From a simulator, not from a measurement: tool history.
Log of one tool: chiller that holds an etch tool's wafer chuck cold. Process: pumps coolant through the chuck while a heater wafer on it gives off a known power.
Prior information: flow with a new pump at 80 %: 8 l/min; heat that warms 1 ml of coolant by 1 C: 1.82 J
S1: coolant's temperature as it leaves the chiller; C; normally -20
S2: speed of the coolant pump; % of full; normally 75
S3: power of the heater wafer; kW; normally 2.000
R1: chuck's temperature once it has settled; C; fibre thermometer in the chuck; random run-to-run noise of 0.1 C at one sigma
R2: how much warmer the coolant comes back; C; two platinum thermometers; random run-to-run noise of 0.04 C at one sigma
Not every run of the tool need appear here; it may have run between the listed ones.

{"run": 1, "hour": 0.0, "S1": -20, "S2": 75, "S3": 2.0, "R1": -0.4, "R2": 8.8}
{"run": 2, "hour": 36.0, "S1": -11, "S2": 75, "S3": 2.0, "R1": 8.7, "R2": 8.85}
{"run": 3, "hour": 98.1, "S1": -11, "S2": 75, "S3": 2.0, "R1": 8.5, "R2": 8.82}
{"run": 4, "hour": 154.2, "S1": -11, "S2": 75, "S3": 1.736, "R1": 6.1, "R2": 7.76}
{"run": 5, "hour": 191.2, "S1": -20, "S2": 75, "S3": 2.0, "R1": -0.4, "R2": 8.89}
{"run": 6, "hour": 231.7, "S1": -20, "S2": 72, "S3": 2.0, "R1": 0.2, "R2": 9.25}
{"run": 7, "hour": 282.6, "S1": -20, "S2": 72, "S3": 2.0, "R1": 0.2, "R2": 9.28}
{"run": 8, "hour": 314.7, "S1": -21, "S2": 75, "S3": 2.0, "R1": -1.2, "R2": 8.86}
{"run": 9, "hour": 350.4, "S1": -21, "S2": 75, "S3": 2.0, "R1": -1.4, "R2": 8.82}
{"run": 10, "hour": 378.6, "S1": -21, "S2": 72, "S3": 2.0, "R1": -0.7, "R2": 9.25}
{"run": 11, "hour": 437.5, "S1": -21, "S2": 72, "S3": 2.0, "R1": -0.8, "R2": 9.25}
{"run": 12, "hour": 477.2, "S1": -21, "S2": 72, "S3": 2.0, "R1": -0.4, "R2": 9.39}
{"run": 13, "hour": 508.1, "S1": -21, "S2": 72, "S3": 2.0, "R1": -0.6, "R2": 9.37}
{"run": 14, "hour": 571.2, "S1": -21, "S2": 72, "S3": 1.332, "R1": -7.4, "R2": 6.18}
{"run": 15, "hour": 606.4, "S1": -23, "S2": 87, "S3": 2.0, "R1": -5.0, "R2": 7.56}
{"run": 16, "hour": 670.2, "S1": -19, "S2": 87, "S3": 2.0, "R1": -0.9, "R2": 7.49}
{"run": 17, "hour": 729.6, "S1": -26, "S2": 94, "S3": 2.214, "R1": -6.7, "R2": 7.63}
{"run": 18, "hour": 764.9, "S1": -26, "S2": 94, "S3": 2.214, "R1": -6.9, "R2": 7.59}
{"run": 19, "hour": 825.3, "S1": -29, "S2": 75, "S3": 2.0, "R1": -8.9, "R2": 8.9}
{"run": 20, "hour": 852.9, "S1": -29, "S2": 75, "S3": 2.0, "R1": -9.2, "R2": 8.92}
{"run": 21, "hour": 907.4, "S1": -13, "S2": 64, "S3": 2.322, "R1": 12.9, "R2": 12.41}
{"run": 22, "hour": 936.0, "S1": -13, "S2": 64, "S3": 2.322, "R1": 12.8, "R2": 12.31}
{"run": 23, "hour": 968.1, "S1": -25, "S2": 75, "S3": 2.655, "R1": 1.5, "R2": 11.86}

Expected results for the next run?
{"run": 24, "hour": 1007.7, "S1": -15, "S2": 98, "S3": 2.655, "R1": "?", "R2": "?"}

{"run 24": {"R1": 7.5, "R2": 8.76}}
Minus the tool's unlogged condition, the same run would have read R1 5.5 C, R2 8.69 C.
